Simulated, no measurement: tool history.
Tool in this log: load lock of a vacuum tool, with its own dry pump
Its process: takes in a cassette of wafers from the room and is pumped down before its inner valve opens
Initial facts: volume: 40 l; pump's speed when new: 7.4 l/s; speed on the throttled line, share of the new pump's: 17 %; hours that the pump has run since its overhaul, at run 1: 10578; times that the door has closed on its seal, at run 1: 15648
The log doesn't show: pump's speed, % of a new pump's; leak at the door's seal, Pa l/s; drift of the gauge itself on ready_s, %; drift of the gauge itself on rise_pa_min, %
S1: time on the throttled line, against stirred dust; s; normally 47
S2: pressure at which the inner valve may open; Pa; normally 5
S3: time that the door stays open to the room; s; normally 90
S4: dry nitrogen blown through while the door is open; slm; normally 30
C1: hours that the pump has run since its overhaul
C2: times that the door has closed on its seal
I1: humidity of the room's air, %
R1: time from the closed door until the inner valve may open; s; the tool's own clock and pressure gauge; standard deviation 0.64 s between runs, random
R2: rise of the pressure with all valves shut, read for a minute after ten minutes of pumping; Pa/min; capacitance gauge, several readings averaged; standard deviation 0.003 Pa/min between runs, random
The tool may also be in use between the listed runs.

{"run": 1, "hour": 0.0, "S1": 47, "S2": 5, "S3": 90, "S4": 30, "C1": 10578, "C2": 15648, "I1": 43.8, "R1": 103.3, "R2": 0.056}
{"run": 2, "hour": 133.8, "S1": 47, "S2": 5, "S3": 90, "S4": 30, "C1": 10712, "C2": 16023, "I1": 46.5, "R1": 104, "R2": 0.053}
{"run": 3, "hour": 220.3, "S1": 47, "S2": 5, "S3": 90, "S4": 30, "C1": 10799, "C2": 16266, "I1": 44.8, "R1": 103.6, "R2": 0.056}
{"run": 4, "hour": 288.8, "S1": 47, "S2": 5, "S3": 90, "S4": 30, "C1": 10867, "C2": 16458, "I1": 48.2, "R1": 104.5, "R2": 0.055}
{"run": 5, "hour": 375.9, "S1": 47, "S2": 5, "S3": 90, "S4": 30, "C1": 10954, "C2": 16702, "I1": 45.7, "R1": 105.1, "R2": 0.056}
{"run": 6, "hour": 502.4, "S1": 47, "S2": 5, "S3": 90, "S4": 30, "C1": 11081, "C2": 17057, "I1": 45.6, "R1": 104.7, "R2": 0.054}
{"run": 7, "hour": 637.3, "S1": 47, "S2": 5, "S3": 90, "S4": 20, "C1": 11216, "C2": 17435, "I1": 41.3, "R1": 103.6, "R2": 0.064}
{"run": 8, "hour": 732.1, "S1": 47, "S2": 5, "S3": 90, "S4": 30, "C1": 11311, "C2": 17701, "I1": 46.2, "R1": 104.5, "R2": 0.059}
{"run": 9, "hour": 800.7, "S1": 47, "S2": 5, "S3": 90, "S4": 30, "C1": 11379, "C2": 17893, "I1": 48.4, "R1": 104.3, "R2": 0.056}
{"run": 10, "hour": 912.1, "S1": 47, "S2": 5, "S3": 90, "S4": 30, "C1": 11491, "C2": 18206, "I1": 45.1, "R1": 104.1, "R2": 0.058}
{"run": 11, "hour": 996.0, "S1": 47, "S2": 5, "S3": 90, "S4": 34, "C1": 11574, "C2": 18441, "I1": 44, "R1": 103.7, "R2": 0.053}
{"run": 12, "hour": 1063.0, "S1": 47, "S2": 5, "S3": 90, "S4": 34, "C1": 11641, "C2": 18629, "I1": 46.4, "R1": 103.2, "R2": 0.056}
{"run": 13, "hour": 1146.7, "S1": 47, "S2": 5, "S3": 28, "S4": 30, "C1": 11725, "C2": 18864, "I1": 45.2, "R1": 105.3, "R2": 0.042}
{"run": 14, "hour": 1229.0, "S1": 47, "S2": 7, "S3": 90, "S4": 30, "C1": 11807, "C2": 19095, "I1": 47.1, "R1": 100.5, "R2": 0.066}
{"run": 15, "hour": 1332.7, "S1": 47, "S2": 7, "S3": 90, "S4": 30, "C1": 11911, "C2": 19386, "I1": 46.5, "R1": 102.4, "R2": 0.062}
{"run": 16, "hour": 1420.5, "S1": 47, "S2": 5, "S3": 90, "S4": 30, "C1": 11999, "C2": 19632, "I1": 43.3, "R1": 104.9, "R2": 0.057}
{"run": 17, "hour": 1546.6, "S1": 47, "S2": 5, "S3": 90, "S4": 30, "C1": 12125, "C2": 19985, "I1": 45.4, "R1": 104.3, "R2": 0.062}
{"run": 18, "hour": 1686.5, "S1": 47, "S2": 5, "S3": 90, "S4": 30, "C1": 12265, "C2": 20378, "I1": 43.1, "R1": 105.8, "R2": 0.06}
{"run": 19, "hour": 1785.3, "S1": 47, "S2": 5, "S3": 90, "S4": 25, "C1": 12364, "C2": 20655, "I1": 45.6, "R1": 106.3, "R2": 0.066}
{"run": 20, "hour": 1882.7, "S1": 47, "S2": 4, "S3": 90, "S4": 25, "C1": 12461, "C2": 20928, "I1": 45.6, "R1": 107.6, "R2": 0.064}
{"run": 21, "hour": 1945.0, "S1": 91, "S2": 5, "S3": 194, "S4": 11, "C1": 12523, "C2": 21103, "I1": 47.1, "R1": 141.6, "R2": 0.11}
{"run": 22, "hour": 2043.7, "S1": 58, "S2": 6, "S3": 222, "S4": 8, "C1": 12622, "C2": 21380, "I1": 43.4, "R1": 114.3, "R2": 0.12}
{"run": 23, "hour": 2120.4, "S1": 58, "S2": 6, "S3": 180, "S4": 8, "C1": 12699, "C2": 21595, "I1": 48.2, "R1": 113.8, "R2": 0.115}
{"run": 24, "hour": 2258.9, "S1": 52, "S2": 6, "S3": 180, "S4": 7, "C1": 12837, "C2": 21983, "I1": 45.1, "R1": 108.6, "R2": 0.114}
{"run": 25, "hour": 2401.1, "S1": 52, "S2": 6, "S3": 180, "S4": 7, "C1": 12980, "C2": 22382, "I1": 43.8, "R1": 109, "R2": 0.124}
{"run": 26, "hour": 2529.4, "S1": 52, "S2": 9, "S3": 128, "S4": 14, "C1": 13108, "C2": 22742, "I1": 46.5, "R1": 106.3, "R2": 0.094}
{"run": 27, "hour": 2634.6, "S1": 52, "S2": 7, "S3": 47, "S4": 14, "C1": 13213, "C2": 23037, "I1": 46.7, "R1": 107.7, "R2": 0.074}
{"run": 28, "hour": 2761.3, "S1": 52, "S2": 7, "S3": 47, "S4": 14, "C1": 13340, "C2": 23392, "I1": 46.4, "R1": 108.3, "R2": 0.073}
{"run": 29, "hour": 2891.9, "S1": 47, "S2": 5, "S3": 90, "S4": 6, "C1": 13470, "C2": 23758, "I1": 45.1, "R1": 106.2, "R2": 0.105}
{"run": 30, "hour": 3014.3, "S1": 55, "S2": 5, "S3": 84, "S4": 41, "C1": 13593, "C2": 24102, "I1": 43.2, "R1": 113.5, "R2": 0.064}
{"run": 31, "hour": 3150.4, "S1": 47, "S2": 8, "S3": 90, "S4": 31, "C1": 13729, "C2": 24483, "I1": 44.6, "R1": 103.7, "R2": 0.068}
{"run": 32, "hour": 3273.5, "S1": 27, "S2": 6, "S3": 90, "S4": 9, "C1": 13852, "C2": 24828, "I1": 48.9, "R1": 90, "R2": 0.104}
{"run": 33, "hour": 3370.4, "S1": 56, "S2": 5, "S3": 30, "S4": 44, "C1": 13949, "C2": 25100, "I1": 44.1, "R1": 114.6, "R2": 0.056}
{"run": 34, "hour": 3507.8, "S1": 47, "S2": 9, "S3": 90, "S4": 30, "C1": 14086, "C2": 25486, "I1": 46, "R1": 102.9, "R2": 0.069}
{"run": 35, "hour": 3632.1, "S1": 70, "S2": 9, "S3": 60, "S4": 30, "C1": 14211, "C2": 25834, "I1": 45.1, "R1": 121.4, "R2": 0.07}
{"run": 36, "hour": 3716.1, "S1": 31, "S2": 8, "S3": 108, "S4": 28, "C1": 14294, "C2": 26070, "I1": 45.4, "R1": 91.6, "R2": 0.078}
{"run": 37, "hour": 3842.4, "S1": 87, "S2": 7, "S3": 218, "S4": 34, "C1": 14421, "C2": 26424, "I1": 43.3, "R1": 136.2, "R2": 0.084}

Below, each run's measurement less what the same run would have read without the hidden state. Both values contain the same run-to-run variation, but the gauge's scatter may not be the same in both:
run=1 R1=+9.6 R2=+0.018
run=2 R1=+9.8 R2=+0.018
run=3 R1=+9.8 R2=+0.019
run=4 R1=+10 R2=+0.019
run=5 R1=+10.2 R2=+0.02
run=6 R1=+10.2 R2=+0.02
run=7 R1=+10.2 R2=+0.021
run=8 R1=+10.4 R2=+0.021
run=9 R1=+10.6 R2=+0.021
run=10 R1=+10.6 R2=+0.022
run=11 R1=+10.7 R2=+0.022
run=12 R1=+10.6 R2=+0.022
run=13 R1=+10.9 R2=+0.023
run=14 R1=+10.3 R2=+0.024
run=15 R1=+10.5 R2=+0.024
run=16 R1=+11.3 R2=+0.024
run=17 R1=+11.4 R2=+0.025
run=18 R1=+11.6 R2=+0.026
run=19 R1=+11.9 R2=+0.027
run=20 R1=+12.3 R2=+0.027
run=21 R1=+10.2 R2=+0.027
run=22 R1=+11.2 R2=+0.029
run=23 R1=+11.2 R2=+0.029
run=24 R1=+11.6 R2=+0.03
run=25 R1=+11.8 R2=+0.031
run=26 R1=+11.2 R2=+0.031
run=27 R1=+11.8 R2=+0.031
run=28 R1=+12 R2=+0.033
run=29 R1=+13 R2=+0.034
run=30 R1=+12.9 R2=+0.034
run=31 R1=+12.5 R2=+0.035
run=32 R1=+14 R2=+0.036
run=33 R1=+13.1 R2=+0.036
run=34 R1=+12.5 R2=+0.037
run=35 R1=+11.6 R2=+0.037
run=36 R1=+13.7 R2=+0.038
run=37 R1=+11.4 R2=+0.039
